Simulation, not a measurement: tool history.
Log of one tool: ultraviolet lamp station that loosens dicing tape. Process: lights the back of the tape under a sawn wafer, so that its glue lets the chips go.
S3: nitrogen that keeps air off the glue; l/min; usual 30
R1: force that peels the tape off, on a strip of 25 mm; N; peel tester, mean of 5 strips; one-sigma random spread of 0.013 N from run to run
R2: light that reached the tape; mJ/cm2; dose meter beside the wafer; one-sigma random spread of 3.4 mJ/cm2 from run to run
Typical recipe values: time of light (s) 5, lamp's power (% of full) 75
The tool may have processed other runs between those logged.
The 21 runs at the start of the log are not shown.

{"run": 22, "day": 50.771, "time of light (s)": 5, "lamp's power (% of full)": 80, "S3": 11, "R1": 1.378, "R2": 524}
{"run": 23, "day": 52.15, "time of light (s)": 5, "lamp's power (% of full)": 80, "S3": 11, "R1": 1.404, "R2": 526}
{"run": 24, "day": 53.671, "time of light (s)": 5, "lamp's power (% of full)": 80, "S3": 11, "R1": 1.456, "R2": 509}
{"run": 25, "day": 56.517, "time of light (s)": 5, "lamp's power (% of full)": 80, "S3": 11, "R1": 1.434, "R2": 505}
{"run": 26, "day": 59.138, "time of light (s)": 5, "lamp's power (% of full)": 98, "S3": 57, "R1": 0.33, "R2": 614}
{"run": 27, "day": 60.85, "time of light (s)": 7, "lamp's power (% of full)": 75, "S3": 23, "R1": 0.537, "R2": 650}
{"run": 28, "day": 63.233, "time of light (s)": 6, "lamp's power (% of full)": 75, "S3": 39, "R1": 0.507, "R2": 549}
{"run": 29, "day": 64.975, "time of light (s)": 2, "lamp's power (% of full)": 91, "S3": 30, "R1": 2.522, "R2": 219}
{"run": 30, "day": 66.617, "time of light (s)": 2, "lamp's power (% of full)": 91, "S3": 30, "R1": 2.543, "R2": 220}
{"day": 69.05, "done": "window cleaned of glue's vapour"}
{"run": 31, "day": 69.171, "time of light (s)": 7, "lamp's power (% of full)": 84, "S3": 30, "R1": 0.355, "R2": 735}
{"run": 32, "day": 72.379, "time of light (s)": 7, "lamp's power (% of full)": 69, "S3": 59, "R1": 0.34, "R2": 586}
{"run": 33, "day": 75.167, "time of light (s)": 6, "lamp's power (% of full)": 75, "S3": 30, "R1": 0.643, "R2": 539}
{"run": 34, "day": 77.033, "time of light (s)": 6, "lamp's power (% of full)": 75, "S3": 30, "R1": 0.593, "R2": 537}
{"run": 35, "day": 78.733, "time of light (s)": 5, "lamp's power (% of full)": 96, "S3": 30, "R1": 0.581, "R2": 565}
{"run": 36, "day": 81.504, "time of light (s)": 7, "lamp's power (% of full)": 75, "S3": 37, "R1": 0.41, "R2": 610}
{"run": 37, "day": 82.846, "time of light (s)": 6, "lamp's power (% of full)": 62, "S3": 13, "R1": 1.648, "R2": 426}
{"run": 38, "day": 85.771, "time of light (s)": 6, "lamp's power (% of full)": 62, "S3": 13, "R1": 1.736, "R2": 416}
{"run": 39, "day": 87.738, "time of light (s)": 7, "lamp's power (% of full)": 63, "S3": 30, "R1": 0.75, "R2": 492}
{"run": 40, "day": 90.654, "time of light (s)": 5, "lamp's power (% of full)": 83, "S3": 10, "R1": 1.783, "R2": 458}
{"run": 41, "day": 92.362, "time of light (s)": 6, "lamp's power (% of full)": 75, "S3": 30, "R1": 0.757, "R2": 493}
{"run": 42, "day": 94.558, "time of light (s)": 10, "lamp's power (% of full)": 75, "S3": 55, "R1": 0.253, "R2": 801}
{"run": 43, "day": 97.075, "time of light (s)": 6, "lamp's power (% of full)": 75, "S3": 50, "R1": 0.557, "R2": 471}

4 options for the next run, each taken on its own from the tool as it stands now. Forecast them:
{"day": 97.542, "done": "lamp changed"}
{"run": "A", "day": 100.471, "time of light (s)": 5, "lamp's power (% of full)": 83, "S3": 56, "R1": "?", "R2": "?"}
{"day": 97.542, "done": "lamp changed"}
{"run": "B", "day": 100.471, "time of light (s)": 4, "lamp's power (% of full)": 90, "S3": 15, "R1": "?", "R2": "?"}
{"day": 97.542, "done": "lamp changed"}
{"run": "C", "day": 100.471, "time of light (s)": 3, "lamp's power (% of full)": 91, "S3": 30, "R1": "?", "R2": "?"}
{"day": 97.542, "done": "lamp changed"}
{"run": "D", "day": 100.471, "time of light (s)": 5, "lamp's power (% of full)": 78, "S3": 50, "R1": "?", "R2": "?"}

run=A R1=0.379 R2=556
run=B R1=1.243 R2=486
run=C R1=1.241 R2=364
run=D R1=0.471 R2=524
The same runs, with their run-to-run variation unchanged, on a tool lacking any hidden condition would have given:
run=A R1=0.336 R2=598
run=B R1=1.098 R2=523
run=C R1=1.094 R2=392
run=D R1=0.414 R2=564
